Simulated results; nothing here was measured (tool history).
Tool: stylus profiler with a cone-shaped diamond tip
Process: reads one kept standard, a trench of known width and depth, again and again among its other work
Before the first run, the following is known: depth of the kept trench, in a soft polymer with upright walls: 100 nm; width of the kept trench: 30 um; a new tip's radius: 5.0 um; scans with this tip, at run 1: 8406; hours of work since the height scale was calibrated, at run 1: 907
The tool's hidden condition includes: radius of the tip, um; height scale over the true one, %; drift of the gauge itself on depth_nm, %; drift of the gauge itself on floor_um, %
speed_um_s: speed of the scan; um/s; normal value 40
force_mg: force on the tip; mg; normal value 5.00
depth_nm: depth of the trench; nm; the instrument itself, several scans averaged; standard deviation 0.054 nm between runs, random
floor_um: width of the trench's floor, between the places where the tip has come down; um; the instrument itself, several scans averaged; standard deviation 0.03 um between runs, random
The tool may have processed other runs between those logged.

run,hour,speed_um_s,force_mg,scans with this tip,hours of work since the height scale was calibrated,depth_nm,floor_um
1,0.0,40,5.00,8406,907,100.79,27.61
2,39.7,40,5.00,8615,929,100.74,27.57
3,91.3,40,5.00,8886,959,100.80,27.62
4,167.6,40,3.90,9287,1002,100.62,27.55
5,234.6,40,3.90,9640,1040,100.47,27.54
6,311.3,40,3.90,10043,1084,100.62,27.60
7,384.3,40,3.90,10427,1125,100.47,27.52
8,468.1,40,3.90,10867,1173,100.57,27.48
9,554.0,40,3.90,11319,1221,100.48,27.52
10,599.9,40,3.90,11560,1247,100.40,27.50
11,680.4,40,3.90,11984,1293,100.47,27.52
12,734.3,40,3.90,12267,1324,100.40,27.47
13,815.8,13,6.05,12696,1370,100.71,27.63
14,895.7,13,6.05,13116,1415,100.62,27.56
15,931.4,13,6.05,13303,1435,100.67,27.62
16,994.7,58,6.57,13636,1471,100.81,27.43
17,1072.5,51,5.00,14045,1515,100.49,27.47

What does the tool deliver on the next run?
18,1153.2,51,5.00,14469,1561,?,?

Run 18 gave depth_nm 100.56 nm, floor_um 27.42 um.
The same run, on a tool lacking any hidden state, would have yielded depth_nm 101.03 nm, floor_um 27.85 um.
